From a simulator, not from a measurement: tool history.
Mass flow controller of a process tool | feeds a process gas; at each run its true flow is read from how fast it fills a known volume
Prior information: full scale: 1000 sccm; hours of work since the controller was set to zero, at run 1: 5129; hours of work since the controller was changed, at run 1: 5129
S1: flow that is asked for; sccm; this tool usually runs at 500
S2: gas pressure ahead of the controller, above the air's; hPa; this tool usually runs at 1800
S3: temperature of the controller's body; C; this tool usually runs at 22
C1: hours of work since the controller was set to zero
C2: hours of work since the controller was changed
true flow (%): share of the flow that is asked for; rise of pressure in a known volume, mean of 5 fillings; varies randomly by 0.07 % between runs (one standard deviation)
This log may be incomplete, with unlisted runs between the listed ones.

run 1 hour=0 | S1=500 S2=1800 S3=22 | C1=5129 C2=5129 | true_flow_(%)=102.29
run 2 hour=118.4 | S1=244 S2=1800 S3=22 | C1=5223 C2=5223 | true_flow_(%)=103.4
run 3 hour=214.6 | S1=244 S2=1800 S3=22 | C1=5299 C2=5299 | true_flow_(%)=103.52
run 4 hour=371.1 | S1=500 S2=1800 S3=22 | C1=5424 C2=5424 | true_flow_(%)=102.35
run 5 hour=511 | S1=500 S2=1800 S3=22 | C1=5535 C2=5535 | true_flow_(%)=102.65
run 6 hour=585.9 | S1=500 S2=1800 S3=22 | C1=5595 C2=5595 | true_flow_(%)=102.47
run 7 hour=769.7 | S1=500 S2=1800 S3=22 | C1=5741 C2=5741 | true_flow_(%)=102.7
run 8 hour=860.9 | S1=500 S2=1800 S3=35 | C1=5813 C2=5813 | true_flow_(%)=101.55
run 9 hour=987.5 | S1=500 S2=1800 S3=35 | C1=5914 C2=5914 | true_flow_(%)=101.68
run 10 hour=1151.1 | S1=500 S2=2200 S3=22 | C1=6044 C2=6044 | true_flow_(%)=102.81
run 11 hour=1323.4 | S1=500 S2=1800 S3=39 | C1=6181 C2=6181 | true_flow_(%)=101.49
run 12 hour=1428.9 | S1=875 S2=1800 S3=22 | C1=6265 C2=6265 | true_flow_(%)=102.81
run 13 hour=1585.9 | S1=500 S2=1770 S3=22 | C1=6390 C2=6390 | true_flow_(%)=103.02
run 14 hour=1696 | S1=349 S2=1460 S3=40 | C1=6477 C2=6477 | true_flow_(%)=101.95
run 15 hour=1807.8 | S1=349 S2=1460 S3=25 | C1=6566 C2=6566 | true_flow_(%)=103.29
run 16 hour=1974.8 | S1=179 S2=1800 S3=22 | C1=6699 C2=6699 | true_flow_(%)=105.79
run 17 hour=2122.7 | S1=885 S2=1640 S3=22 | C1=6817 C2=6817 | true_flow_(%)=102.98
run 18 hour=2253.1 | S1=233 S2=1850 S3=31 | C1=6920 C2=6920 | true_flow_(%)=104.08
run 19 hour=2427.4 | S1=161 S2=2250 S3=21 | C1=7059 C2=7059 | true_flow_(%)=106.96
run 20 hour=2571.1 | S1=500 S2=1800 S3=20 | C1=7173 C2=7173 | true_flow_(%)=103.63
run 21 hour=2683.5 | S1=500 S2=1650 S3=21 | C1=7263 C2=7263 | true_flow_(%)=103.55
run 22 hour=2793.1 | S1=500 S2=1650 S3=21 | C1=7350 C2=7350 | true_flow_(%)=103.46
run 23 hour=2882.5 | S1=135 S2=1630 S3=21 | C1=7421 C2=7421 | true_flow_(%)=108.25
run 24 hour=3021.4 | S1=261 S2=1450 S3=24 | C1=7531 C2=7531 | true_flow_(%)=104.82
run 25 hour=3164.1 | S1=143 S2=1510 S3=28 | C1=7645 C2=7645 | true_flow_(%)=107.61
-- hour=3319.1 controller's zero set anew
run 26 hour=3319.1 | S1=143 S2=1510 S3=28 | C1=0 C2=7768 | true_flow_(%)=100.41

Each run again, without the hidden state but with its own random variation kept:
What the log doesn't record here: flow at rest that the sensor doesn't see, % of full scale; true flow over the shown one, %; drift of the gauge itself on true_pct, %.
run=1 true_flow_(%)=99.21
run=2 true_flow_(%)=98.75
run=3 true_flow_(%)=98.81
run=4 true_flow_(%)=99.12
run=5 true_flow_(%)=99.35
run=6 true_flow_(%)=99.15
run=7 true_flow_(%)=99.3
run=8 true_flow_(%)=98.11
run=9 true_flow_(%)=98.19
run=10 true_flow_(%)=99.25
run=11 true_flow_(%)=97.85
run=12 true_flow_(%)=99.87
run=13 true_flow_(%)=99.27
run=14 true_flow_(%)=97.38
run=15 true_flow_(%)=98.66
run=16 true_flow_(%)=98.56
run=17 true_flow_(%)=99.82
run=18 true_flow_(%)=97.85
run=19 true_flow_(%)=98.73
run=20 true_flow_(%)=99.45
run=21 true_flow_(%)=99.32
run=22 true_flow_(%)=99.19
run=23 true_flow_(%)=98.38
run=24 true_flow_(%)=98.52
run=25 true_flow_(%)=97.88
run=26 true_flow_(%)=97.86
